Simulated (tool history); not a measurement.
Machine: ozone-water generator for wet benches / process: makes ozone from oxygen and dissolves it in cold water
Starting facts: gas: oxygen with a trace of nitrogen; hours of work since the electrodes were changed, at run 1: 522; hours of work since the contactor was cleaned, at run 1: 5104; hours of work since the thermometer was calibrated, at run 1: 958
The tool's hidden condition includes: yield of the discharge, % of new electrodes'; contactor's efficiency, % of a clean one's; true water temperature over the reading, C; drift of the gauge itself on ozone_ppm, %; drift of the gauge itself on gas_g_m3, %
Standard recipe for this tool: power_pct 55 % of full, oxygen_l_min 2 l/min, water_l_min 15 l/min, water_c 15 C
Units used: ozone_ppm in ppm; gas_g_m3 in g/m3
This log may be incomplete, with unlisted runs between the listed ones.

| run | hour | power_pct | oxygen_l_min | water_l_min | water_c | hours of work since the electrodes were changed | hours of work since the contactor was cleaned | hours of work since the thermometer was calibrated | ozone_ppm | gas_g_m3 |
|---|---|---|---|---|---|---|---|---|---|---|
| 1 | 0 | 55 | 2 | 15 | 15 | 522 | 5104 | 958 | 9.3 | 116.5 |
| 2 | 35.2 | 55 | 2.21 | 15 | 15 | 546 | 5128 | 982 | 9.5 | 111.6 |
| 3 | 93.4 | 55 | 2 | 18 | 15 | 585 | 5168 | 1022 | 7.7 | 116.2 |
| 4 | 138.6 | 55 | 2 | 15 | 15 | 616 | 5198 | 1052 | 9.2 | 116.7 |
| 5 | 162.8 | 55 | 2 | 15 | 15 | 632 | 5215 | 1069 | 9.4 | 115.8 |
| 6 | 191.2 | 55 | 2 | 15 | 15 | 652 | 5234 | 1088 | 9.3 | 118 |
| 7 | 228.8 | 55 | 2 | 15 | 15 | 677 | 5259 | 1114 | 9 | 116.5 |
| 8 | 281.5 | 55 | 2 | 15 | 15 | 713 | 5295 | 1149 | 9.2 | 117.3 |
| 9 | 312.5 | 55 | 2 | 11 | 15 | 734 | 5316 | 1170 | 11.9 | 117.7 |
| 10 | 353.4 | 55 | 2 | 15 | 10 | 762 | 5344 | 1198 | 9.6 | 116.2 |
| 11 | 381.6 | 55 | 2 | 15 | 10 | 781 | 5363 | 1217 | 9.4 | 116.1 |
| 12 | 419.7 | 84 | 2.46 | 15 | 12 | 807 | 5389 | 1243 | 14 | 147.7 |

Run 13 is up next; what results do you expect?
| 13 | 472.2 | 55 | 1.06 | 15 | 15 | 842 | 5425 | 1279 | ? | ? |

ozone_ppm: 7.4 ppm
gas_g_m3: 154.6 g/m3
Minus the tool's unlogged condition, the same run would have read ozone_ppm 7.7 ppm, gas_g_m3 155.4 g/m3.

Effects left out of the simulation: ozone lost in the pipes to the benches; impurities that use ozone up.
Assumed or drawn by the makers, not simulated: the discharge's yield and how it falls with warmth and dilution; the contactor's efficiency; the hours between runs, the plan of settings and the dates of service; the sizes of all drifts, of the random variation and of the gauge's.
